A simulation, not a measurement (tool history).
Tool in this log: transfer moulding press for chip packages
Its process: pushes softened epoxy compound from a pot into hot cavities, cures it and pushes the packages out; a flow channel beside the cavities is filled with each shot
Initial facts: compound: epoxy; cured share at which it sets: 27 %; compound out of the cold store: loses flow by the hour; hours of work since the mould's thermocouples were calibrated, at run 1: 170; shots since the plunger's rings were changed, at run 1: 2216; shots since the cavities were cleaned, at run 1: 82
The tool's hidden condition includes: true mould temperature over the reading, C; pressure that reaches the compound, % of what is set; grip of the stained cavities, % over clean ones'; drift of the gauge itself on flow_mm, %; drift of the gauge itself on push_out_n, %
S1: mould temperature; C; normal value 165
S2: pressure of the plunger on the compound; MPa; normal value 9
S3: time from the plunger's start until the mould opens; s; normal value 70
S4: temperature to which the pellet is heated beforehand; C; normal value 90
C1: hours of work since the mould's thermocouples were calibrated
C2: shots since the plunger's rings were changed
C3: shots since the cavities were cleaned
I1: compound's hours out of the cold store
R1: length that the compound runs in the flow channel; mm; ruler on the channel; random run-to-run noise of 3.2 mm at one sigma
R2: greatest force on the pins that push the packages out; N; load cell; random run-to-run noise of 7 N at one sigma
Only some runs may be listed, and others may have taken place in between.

run 1 day=0 | S1=165 S2=9 S3=70 S4=90 | C1=170 C2=2216 C3=82 | I1=11.9 | R1=622 R2=334
-- day=1.317 plunger's sealing rings changed
run 2 day=1.325 | S1=165 S2=9 S3=70 S4=90 | C1=187 C2=2 C3=437 | I1=20.7 | R1=610 R2=402
run 3 day=2.279 | S1=165 S2=9 S3=70 S4=90 | C1=200 C2=281 C3=716 | I1=25.5 | R1=596 R2=460
run 4 day=3.192 | S1=165 S2=9 S3=70 S4=90 | C1=212 C2=547 C3=982 | I1=23.1 | R1=599 R2=498
-- day=3.621 cavities cleaned with cleaning compound and waxed
run 5 day=4.217 | S1=165 S2=9 S3=51 S4=90 | C1=225 C2=828 C3=175 | I1=17.7 | R1=614 R2=812
run 6 day=5.083 | S1=165 S2=9 S3=51 S4=90 | C1=237 C2=1081 C3=428 | I1=19.7 | R1=608 R2=905
run 7 day=6.171 | S1=169 S2=9 S3=70 S4=90 | C1=251 C2=1398 C3=745 | I1=32.4 | R1=565 R2=400
-- day=7.404 cavities cleaned with cleaning compound and waxed
run 8 day=7.55 | S1=165 S2=9 S3=70 S4=99 | C1=269 C2=1781 C3=41 | I1=47.3 | R1=528 R2=291
run 9 day=8.958 | S1=165 S2=9 S3=70 S4=90 | C1=288 C2=2192 C3=452 | I1=37.8 | R1=555 R2=409
-- day=10.3 plunger's sealing rings changed
run 10 day=10.608 | S1=166 S2=9 S3=70 S4=90 | C1=309 C2=90 C3=903 | I1=15.4 | R1=623 R2=471
-- day=11.371 cavities cleaned with cleaning compound and waxed
run 11 day=12.146 | S1=165 S2=9 S3=70 S4=90 | C1=329 C2=521 C3=227 | I1=14.1 | R1=627 R2=377
run 12 day=13.354 | S1=165 S2=10.59 S3=70 S4=90 | C1=345 C2=872 C3=578 | I1=40.3 | R1=606 R2=428
-- day=13.529 mould's thermocouples calibrated
run 13 day=15.088 | S1=165 S2=10.59 S3=70 S4=90 | C1=21 C2=1353 C3=1059 | I1=34.5 | R1=617 R2=512
-- day=15.242 cavities cleaned with cleaning compound and waxed
run 14 day=15.829 | S1=165 S2=10.59 S3=70 S4=90 | C1=30 C2=1552 C3=172 | I1=8.8 | R1=687 R2=388
-- day=16.3 mould's thermocouples calibrated, once more
run 15 day=17.246 | S1=165 S2=10.06 S3=70 S4=84 | C1=13 C2=1941 C3=561 | I1=29.2 | R1=609 R2=449
run 16 day=18.004 | S1=165 S2=10.06 S3=70 S4=84 | C1=23 C2=2162 C3=782 | I1=30.2 | R1=608 R2=461
-- day=19.096 cavities cleaned with cleaning compound and waxed
run 17 day=19.096 | S1=161 S2=10.06 S3=63 S4=99 | C1=37 C2=2462 C3=0 | I1=27.7 | R1=614 R2=439
-- day=19.492 plunger's sealing rings changed
run 18 day=20.254 | S1=161 S2=10.06 S3=63 S4=99 | C1=51 C2=223 C3=308 | I1=31.1 | R1=621 R2=578
run 19 day=21.204 | S1=161 S2=10.06 S3=96 S4=99 | C1=64 C2=500 C3=585 | I1=33.3 | R1=612 R2=361
run 20 day=22.388 | S1=158 S2=10.06 S3=96 S4=84 | C1=80 C2=844 C3=929 | I1=34.2 | R1=618 R2=419
-- day=22.967 cavities cleaned with cleaning compound and waxed
run 21 day=23.967 | S1=165 S2=10.54 S3=70 S4=90 | C1=100 C2=1287 C3=292 | I1=25.6 | R1=637 R2=375

Expected results for the next run?
run 22 day=24.85 | S1=170 S2=10.54 S3=55 S4=90 | C1=112 C2=1544 C3=549 | I1=33.8 | R1=? R2=?

R1: 605 mm
R2: 542 N
Minus the tool's unlogged condition, the same run would have read R1 616 mm, R2 359 N.
